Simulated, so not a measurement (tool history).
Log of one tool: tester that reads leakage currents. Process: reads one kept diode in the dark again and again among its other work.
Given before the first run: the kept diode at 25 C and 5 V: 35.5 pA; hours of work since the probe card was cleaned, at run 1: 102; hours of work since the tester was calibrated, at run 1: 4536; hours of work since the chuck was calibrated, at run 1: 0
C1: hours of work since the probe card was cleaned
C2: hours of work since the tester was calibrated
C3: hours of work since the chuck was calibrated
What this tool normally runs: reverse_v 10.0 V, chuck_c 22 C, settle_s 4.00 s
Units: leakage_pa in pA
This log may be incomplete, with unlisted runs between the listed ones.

Run 1, hour 0.0: usual settings; C1 102; C2 4536; C3 0. Result: leakage_pa 40.27 pA.
Run 2, hour 110.1: usual settings; C1 177; C2 4611; C3 75. Result: leakage_pa 41.88 pA.
Run 3, hour 306.9: usual settings; C1 311; C2 4746; C3 210. Result: leakage_pa 44.09 pA.
At hour 526.4: tester calibrated.
Run 4, hour 560.9: usual settings; C1 484; C2 24; C3 382. Result: leakage_pa 48.56 pA.
Run 5, hour 745.9: usual settings but chuck_c 47 C; C1 610; C2 150; C3 509. Result: leakage_pa 349.96 pA.
Run 6, hour 867.7: usual settings; C1 693; C2 233; C3 592. Result: leakage_pa 52.45 pA.
Run 7, hour 976.2: usual settings; C1 768; C2 307; C3 666. Result: leakage_pa 53.51 pA.
Run 8, hour 1133.5: usual settings; C1 875; C2 415; C3 773. Result: leakage_pa 55.82 pA.
At hour 1361.2: probe card cleaned and baked.
Run 9, hour 1381.9: usual settings but chuck_c 46 C; C1 14; C2 583; C3 941. Result: leakage_pa 304.63 pA.
Run 10, hour 1510.3: usual settings but chuck_c 46 C; C1 102; C2 671; C3 1029. Result: leakage_pa 304.23 pA.
Run 11, hour 1636.2: usual settings but chuck_c 46 C; C1 188; C2 757; C3 1115. Result: leakage_pa 304.65 pA.
Run 12, hour 1832.5: usual settings but chuck_c 46 C; C1 322; C2 891; C3 1249. Result: leakage_pa 306.79 pA.
Run 13, hour 1937.3: usual settings but chuck_c 46 C; C1 394; C2 962; C3 1321. Result: leakage_pa 306.22 pA.
Run 14, hour 2166.7: usual settings but chuck_c 46 C; C1 551; C2 1119; C3 1478. Result: leakage_pa 307.88 pA.
Run 15, hour 2401.3: usual settings but settle_s 4.89 s; C1 711; C2 1280; C3 1638. Result: leakage_pa 50.79 pA.
Run 16, hour 2658.7: usual settings but reverse_v 4.6 V, chuck_c 40 C, settle_s 8.72 s; C1 887; C2 1456; C3 1814. Result: leakage_pa 123.42 pA.
At hour 2861.2: probe card cleaned and baked.
Run 17, hour 2861.2: usual settings but reverse_v 15.6 V, chuck_c 34 C, settle_s 1.12 s; C1 0; C2 1592; C3 1950. Result: leakage_pa 135.84 pA.
Run 18, hour 3100.3: usual settings but reverse_v 6.5 V; C1 163; C2 1755; C3 2114. Result: leakage_pa 29.54 pA.

Expected results for the next run?
Run 19, hour 3223.6: usual settings but reverse_v 7.4 V, chuck_c 38 C, settle_s 0.99 s; C1 248; C2 1840; C3 2198. Result: leakage_pa ?.

leakage_pa: 128.43 pA
With the hidden condition absent and the run-to-run variation left alone, this run would have shown leakage_pa 141.44 pA.
